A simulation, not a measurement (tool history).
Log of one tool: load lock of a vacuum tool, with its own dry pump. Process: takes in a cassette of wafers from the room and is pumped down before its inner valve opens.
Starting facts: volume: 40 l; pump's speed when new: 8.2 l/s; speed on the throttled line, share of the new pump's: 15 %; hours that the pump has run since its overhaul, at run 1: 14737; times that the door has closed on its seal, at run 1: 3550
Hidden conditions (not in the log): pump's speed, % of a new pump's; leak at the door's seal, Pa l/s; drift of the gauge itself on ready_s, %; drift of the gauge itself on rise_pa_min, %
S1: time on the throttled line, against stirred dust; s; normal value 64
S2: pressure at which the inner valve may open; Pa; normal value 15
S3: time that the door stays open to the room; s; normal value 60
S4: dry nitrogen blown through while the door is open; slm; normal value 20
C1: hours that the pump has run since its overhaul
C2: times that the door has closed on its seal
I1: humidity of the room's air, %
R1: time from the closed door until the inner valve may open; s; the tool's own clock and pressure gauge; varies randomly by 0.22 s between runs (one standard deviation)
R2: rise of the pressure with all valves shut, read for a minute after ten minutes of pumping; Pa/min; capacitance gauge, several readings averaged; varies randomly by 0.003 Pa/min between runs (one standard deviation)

run    hour   S1  S2   S3  S4     C1     C2    I1     R1     R2
  1     0.0   64  15   60  20  14737   3550  44.4  101.0  0.042
  2   197.3   64  15   60  20  14935   4007  44.1  100.6  0.040
  3   531.2   64  20   60  20  15269   4780  43.1   99.3  0.040
  4   727.8   64  20   60  11  15465   5235  44.8   99.4  0.062
  5   942.1   64  20  160  11  15679   5731  46.6   99.5  0.075
  6  1220.5   64  15  158  20  15958   6376  50.3  101.0  0.063
  7  1440.6   64  15  158  20  16178   6885  48.0  101.3  0.066
  8  1651.7   64  15  158  20  16389   7374  43.9  101.1  0.063
  9  1946.8   64  15   60  20  16684   8057  43.7  101.3  0.055
 10  2124.6   64  15   60  20  16862   8469  45.6  100.9  0.062
 11  2468.4   64  15   60  20  17206   9265  46.5  102.0  0.064
 12  2833.4   64  15   60  20  17571  10110  44.1  101.4  0.068
 13  3097.6   64  15   60  20  17835  10722  44.8  101.5  0.069
     3356.2  -- dry pump taken out, an overhauled one fitted
 14  3356.2   64  15   60  20      0  11306  46.1   98.2  0.074
 15  3552.8   64  15   98  20    197  11761  43.2   98.3  0.077
 16  3751.8   64  19  223  23    396  12222  45.7   97.0  0.086
 17  3930.3   64  19  223  23    574  12636  46.2   97.3  0.093
 18  4256.9   64  19  223  23    901  13392  45.2   96.7  0.090
 19  4495.0   64  19  223  23   1139  13943  49.0   96.8  0.100
 20  4668.8   81  15   60  20   1313  14345  45.0  113.0  0.092
 21  5024.0   81  15   60  20   1668  15168  49.9  112.8  0.106
 22  5345.4   45  15   60  20   1989  15912  45.2   82.2  0.103
 23  5520.7   45  15   60   6   2164  16317  46.4   82.5  0.129
 24  5800.9   45  10  203   6   2445  16966  46.2   84.7  0.160
 25  6154.8   45  10  203   6   2799  17786  42.0   84.8  0.154
 26  6343.0   64  10   60  20   2987  18221  46.1  100.5  0.107
 27  6665.7   64  10   60  20   3309  18968  41.7  101.0  0.112
 28  6945.6   64  10   60  20   3589  19616  45.8  101.1  0.122
 29  7254.1   64  23   60   9   3898  20331  44.9   96.6  0.143
 30  7449.4  101  26   63  28   4093  20783  48.2  127.9  0.124

Measured result minus the same run's result without the hidden state. Both carry the same run-to-run variation, though not necessarily the same gauge scatter:
run    R1      R2
  1  +2.8  +0.009
  2  +2.8  +0.011
  3  +2.8  +0.013
  4  +2.8  +0.015
  5  +2.9  +0.017
  6  +3.1  +0.019
  7  +3.2  +0.022
  8  +3.2  +0.024
  9  +3.3  +0.026
 10  +3.3  +0.029
 11  +3.4  +0.032
 12  +3.5  +0.037
 13  +3.6  +0.038
 14  +0.1  +0.042
 15  +0.1  +0.044
 16  +0.2  +0.046
 17  +0.1  +0.049
 18  +0.2  +0.052
 19  +0.3  +0.057
 20  +0.3  +0.059
 21  +0.4  +0.063
 22  +0.5  +0.068
 23  +0.6  +0.070
 24  +0.7  +0.075
 25  +0.7  +0.081
 26  +0.7  +0.081
 27  +0.8  +0.087
 28  +0.9  +0.092
 29  +0.8  +0.098
 30  +0.8  +0.100
